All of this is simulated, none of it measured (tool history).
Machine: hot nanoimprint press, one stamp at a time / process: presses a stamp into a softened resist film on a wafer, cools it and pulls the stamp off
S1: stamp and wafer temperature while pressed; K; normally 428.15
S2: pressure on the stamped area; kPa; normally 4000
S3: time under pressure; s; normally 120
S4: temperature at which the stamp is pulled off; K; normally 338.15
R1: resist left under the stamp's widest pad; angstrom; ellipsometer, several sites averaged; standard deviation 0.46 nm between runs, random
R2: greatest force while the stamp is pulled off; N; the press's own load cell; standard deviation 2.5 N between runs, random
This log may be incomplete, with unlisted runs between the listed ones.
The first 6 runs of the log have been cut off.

run 7 hour=178 | S1=428.15 S2=4000 S3=120 S4=338.15 | R1=1589 R2=113
-- hour=201 stamp cleaned and given a new release coat
run 8 hour=215.4 | S1=428.15 S2=4000 S3=120 S4=338.15 | R1=1591 R2=114
run 9 hour=242.6 | S1=428.15 S2=4000 S3=120 S4=337.15 | R1=1589 R2=118
run 10 hour=259.2 | S1=428.15 S2=4000 S3=120 S4=337.15 | R1=1599 R2=116
run 11 hour=272.7 | S1=428.15 S2=4000 S3=120 S4=337.15 | R1=1595 R2=116
run 12 hour=305.9 | S1=428.15 S2=4000 S3=120 S4=337.15 | R1=1588 R2=115
run 13 hour=329.8 | S1=428.15 S2=4000 S3=120 S4=337.15 | R1=1596 R2=118
run 14 hour=346.6 | S1=428.15 S2=4000 S3=120 S4=337.15 | R1=1593 R2=115
run 15 hour=371.2 | S1=428.15 S2=4000 S3=120 S4=337.15 | R1=1591 R2=118
run 16 hour=398.5 | S1=428.15 S2=5940 S3=120 S4=338.15 | R1=1305 R2=114
run 17 hour=431.7 | S1=439.15 S2=4000 S3=120 S4=324.15 | R1=1091 R2=154
run 18 hour=461.6 | S1=439.15 S2=4000 S3=120 S4=324.15 | R1=1101 R2=160
run 19 hour=494.6 | S1=439.15 S2=4000 S3=120 S4=324.15 | R1=1095 R2=157
run 20 hour=518.2 | S1=439.15 S2=4000 S3=120 S4=324.15 | R1=1101 R2=159
run 21 hour=546.8 | S1=425.15 S2=3070 S3=84 S4=344.15 | R1=2159 R2=97
run 22 hour=571.8 | S1=428.15 S2=4000 S3=61 S4=338.15 | R1=1939 R2=116
run 23 hour=601.6 | S1=437.15 S2=3140 S3=114 S4=325.15 | R1=1363 R2=156
run 24 hour=620.3 | S1=433.15 S2=2420 S3=146 S4=338.15 | R1=1622 R2=116
run 25 hour=645.9 | S1=433.15 S2=2420 S3=146 S4=338.15 | R1=1629 R2=113
run 26 hour=675 | S1=432.15 S2=4000 S3=120 S4=345.15 | R1=1395 R2=97
run 27 hour=691.5 | S1=432.15 S2=3530 S3=168 S4=345.15 | R1=1326 R2=95
-- hour=700.1 stamp cleaned and given a new release coat
-- hour=717.3 plate thermocouple calibrated
run 28 hour=719.2 | S1=422.15 S2=4000 S3=64 S4=345.15 | R1=2259 R2=92
run 29 hour=742.2 | S1=420.15 S2=4130 S3=64 S4=345.15 | R1=2341 R2=91
run 30 hour=763.8 | S1=428.15 S2=4000 S3=120 S4=344.15 | R1=1604 R2=93
run 31 hour=777.6 | S1=416.15 S2=4220 S3=131 S4=325.15 | R1=2248 R2=151

Forecast each of these 3 alternatives for the next run:
run A hour=800.5 | S1=421.15 S2=4220 S3=97 S4=329.15 | R1=? R2=?
run B hour=800.5 | S1=421.15 S2=4130 S3=120 S4=338.15 | R1=? R2=?
run C hour=800.5 | S1=416.15 S2=2690 S3=95 S4=334.15 | R1=? R2=?

run=A R1=2074 R2=137
run=B R1=1983 R2=109
run=C R1=2631 R2=122
Had the tool no hidden state, the same runs would have come out as:
run=A R1=2074 R2=136
run=B R1=1982 R2=108
run=C R1=2631 R2=121
